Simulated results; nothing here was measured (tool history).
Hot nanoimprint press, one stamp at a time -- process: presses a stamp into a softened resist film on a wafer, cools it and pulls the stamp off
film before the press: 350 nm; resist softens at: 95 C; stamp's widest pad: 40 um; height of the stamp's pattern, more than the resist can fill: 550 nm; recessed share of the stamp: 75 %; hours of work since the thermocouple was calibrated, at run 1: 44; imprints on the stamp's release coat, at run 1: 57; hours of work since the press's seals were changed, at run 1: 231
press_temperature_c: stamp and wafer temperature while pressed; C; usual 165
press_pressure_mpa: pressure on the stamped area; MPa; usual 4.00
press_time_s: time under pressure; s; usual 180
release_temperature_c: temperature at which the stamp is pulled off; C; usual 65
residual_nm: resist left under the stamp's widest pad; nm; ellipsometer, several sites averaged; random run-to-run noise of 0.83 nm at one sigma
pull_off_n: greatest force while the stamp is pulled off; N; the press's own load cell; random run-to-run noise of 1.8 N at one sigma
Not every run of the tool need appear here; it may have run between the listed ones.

run    day  press_temperature_c  press_pressure_mpa  press_time_s  release_temperature_c  hours of work since the thermocouple was calibrated  imprints on the stamp's release coat  hours of work since the press's seals were changed  residual_nm  pull_off_n
  1  0.000                  165                4.00           180                     65                                                   44                                    57                                                 231        152.7         188
  2  0.346                  165                4.00            96                     65                                                   49                                    85                                                 236        192.1         184
  3  0.850                  165                4.00            96                     69                                                   55                                   127                                                 242        189.8         164
  4  1.262                  165                4.00            96                     69                                                   60                                   161                                                 247        192.0         165
  5  1.617                  165                4.00            96                     69                                                   65                                   190                                                 252        188.0         161
  6  2.075                  165                4.00            96                     69                                                   71                                   228                                                 258        193.8         164
  7  2.629                  165                4.00            96                     69                                                   78                                   273                                                 265        190.0         164
  8  2.938                  165                2.76           180                     65                                                   82                                   299                                                 269        175.3         185
  9  3.438                  165                4.81           180                     65                                                   88                                   339                                                 275        139.2         190
 10  3.933                  165                4.81           180                     65                                                   94                                   380                                                 281        139.7         186
 11  4.508                  172                4.81           180                     68                                                  101                                   428                                                 288        113.8         170
 12  4.804                  167                4.51           315                     68                                                  105                                   452                                                 292        108.5         171
 13  5.225                  167                4.51           315                     68                                                  111                                   487                                                 297        106.0         168
 14  5.650                  167                2.61           315                     73                                                  116                                   522                                                 303        138.0         145
     6.362  -- stamp cleaned and given a new release coat
 15  6.508                  167                2.61           315                     73                                                  124                                    12                                                 311        137.4         145
 16  7.079                  156                3.72           180                     57                                                  131                                    59                                                 318        200.6         226
 17  7.571                  165                4.00           180                     70                                                  137                                   100                                                 324        150.4         160
 18  7.888                  165                3.17           289                     62                                                  141                                   126                                                 328        138.6         199

Branching from run 18: 4 alternative next runs. What would each branch give?
  A  8.375                  165                3.29           180                     65                                                  147                                   166                                                 334            ?           ?
  B  8.375                  176                5.61           125                     62                                                  147                                   166                                                 334            ?           ?
  C  8.375                  165                3.21           209                     69                                                  147                                   166                                                 334            ?           ?
  D  8.375                  163                4.00           303                     71                                                  147                                   166                                                 334            ?           ?

run  residual_nm  pull_off_n
  A        165.1         184
  B        109.2         203
  C        155.9         166
  D        131.2         156
Without the tool's unlogged condition, the same runs would have read:
run  residual_nm  pull_off_n
  A        165.2         184
  B        109.3         203
  C        156.0         166
  D        131.3         156

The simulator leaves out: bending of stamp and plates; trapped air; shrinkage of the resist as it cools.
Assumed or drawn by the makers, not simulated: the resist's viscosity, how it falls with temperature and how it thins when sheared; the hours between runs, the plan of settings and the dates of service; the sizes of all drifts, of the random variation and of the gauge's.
